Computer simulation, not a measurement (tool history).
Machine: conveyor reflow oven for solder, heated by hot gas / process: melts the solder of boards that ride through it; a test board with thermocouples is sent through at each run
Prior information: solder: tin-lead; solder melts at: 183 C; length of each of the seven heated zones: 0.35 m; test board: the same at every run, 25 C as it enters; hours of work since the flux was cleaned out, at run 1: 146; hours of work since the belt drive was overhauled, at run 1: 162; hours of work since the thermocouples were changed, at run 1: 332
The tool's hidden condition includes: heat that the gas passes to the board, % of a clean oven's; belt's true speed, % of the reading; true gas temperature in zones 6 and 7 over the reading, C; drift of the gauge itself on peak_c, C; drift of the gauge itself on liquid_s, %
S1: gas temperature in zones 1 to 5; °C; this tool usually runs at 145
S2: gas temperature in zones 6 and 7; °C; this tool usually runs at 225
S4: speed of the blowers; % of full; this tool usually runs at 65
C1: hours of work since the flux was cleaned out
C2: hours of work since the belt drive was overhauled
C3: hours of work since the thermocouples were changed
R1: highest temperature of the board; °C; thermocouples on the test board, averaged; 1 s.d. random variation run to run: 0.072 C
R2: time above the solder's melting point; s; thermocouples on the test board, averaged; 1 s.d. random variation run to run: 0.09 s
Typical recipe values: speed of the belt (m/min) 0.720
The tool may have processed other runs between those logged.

run 1 hour=0.0 | S1=145 S2=225 speed_of_the_belt_(m/min)=0.720 S4=65 | C1=146 C2=162 C3=332 | R1=206.45 R2=37.17
run 2 hour=5.5 | S1=145 S2=225 speed_of_the_belt_(m/min)=0.720 S4=65 | C1=150 C2=166 C3=336 | R1=206.35 R2=37.35
run 3 hour=17.5 | S1=145 S2=225 speed_of_the_belt_(m/min)=0.720 S4=65 | C1=159 C2=175 C3=345 | R1=206.32 R2=37.09
run 4 hour=27.4 | S1=145 S2=225 speed_of_the_belt_(m/min)=0.701 S4=65 | C1=166 C2=182 C3=352 | R1=207.23 R2=39.16
-- hour=33.6 flux residue cleaned out of gas plates and filters
run 5 hour=39.9 | S1=145 S2=225 speed_of_the_belt_(m/min)=0.720 S4=65 | C1=4 C2=187 C3=357 | R1=206.46 R2=37.33
run 6 hour=51.3 | S1=145 S2=225 speed_of_the_belt_(m/min)=0.720 S4=65 | C1=13 C2=195 C3=365 | R1=206.40 R2=37.29
run 7 hour=62.1 | S1=148 S2=214 speed_of_the_belt_(m/min)=0.615 S4=73 | C1=20 C2=203 C3=373 | R1=203.62 R2=44.42
run 8 hour=70.1 | S1=148 S2=214 speed_of_the_belt_(m/min)=0.615 S4=73 | C1=26 C2=209 C3=379 | R1=203.65 R2=44.40
run 9 hour=75.9 | S1=148 S2=214 speed_of_the_belt_(m/min)=0.615 S4=73 | C1=30 C2=213 C3=383 | R1=203.56 R2=44.48
run 10 hour=81.6 | S1=146 S2=239 speed_of_the_belt_(m/min)=0.639 S4=57 | C1=34 C2=217 C3=387 | R1=219.70 R2=52.82
run 11 hour=89.2 | S1=145 S2=225 speed_of_the_belt_(m/min)=0.718 S4=65 | C1=40 C2=222 C3=392 | R1=206.40 R2=37.48
run 12 hour=102.1 | S1=132 S2=231 speed_of_the_belt_(m/min)=0.666 S4=68 | C1=49 C2=231 C3=401 | R1=211.97 R2=41.61

Branching from run 12: 5 alternative next runs. What would each branch give?
run A hour=107.8 | S1=145 S2=228 speed_of_the_belt_(m/min)=0.720 S4=65 | C1=53 C2=235 C3=406 | R1=? R2=?
run B hour=107.8 | S1=132 S2=231 speed_of_the_belt_(m/min)=0.585 S4=68 | C1=53 C2=235 C3=406 | R1=? R2=?
run C hour=107.8 | S1=145 S2=229 speed_of_the_belt_(m/min)=0.712 S4=65 | C1=53 C2=235 C3=406 | R1=? R2=?
run D hour=107.8 | S1=140 S2=233 speed_of_the_belt_(m/min)=0.666 S4=86 | C1=53 C2=235 C3=406 | R1=? R2=?
run E hour=107.8 | S1=144 S2=231 speed_of_the_belt_(m/min)=0.743 S4=54 | C1=53 C2=235 C3=406 | R1=? R2=?

run=A R1=208.79 R2=39.20
run=B R1=216.18 R2=51.40
run=C R1=210.08 R2=40.41
run=D R1=219.18 R2=49.25
run=E R1=206.33 R2=34.52
The same runs, with their run-to-run variation unchanged, on a tool lacking any hidden condition would have given:
run=A R1=208.80 R2=39.20
run=B R1=216.18 R2=51.39
run=C R1=210.09 R2=40.41
run=D R1=219.18 R2=49.24
run=E R1=206.33 R2=34.51

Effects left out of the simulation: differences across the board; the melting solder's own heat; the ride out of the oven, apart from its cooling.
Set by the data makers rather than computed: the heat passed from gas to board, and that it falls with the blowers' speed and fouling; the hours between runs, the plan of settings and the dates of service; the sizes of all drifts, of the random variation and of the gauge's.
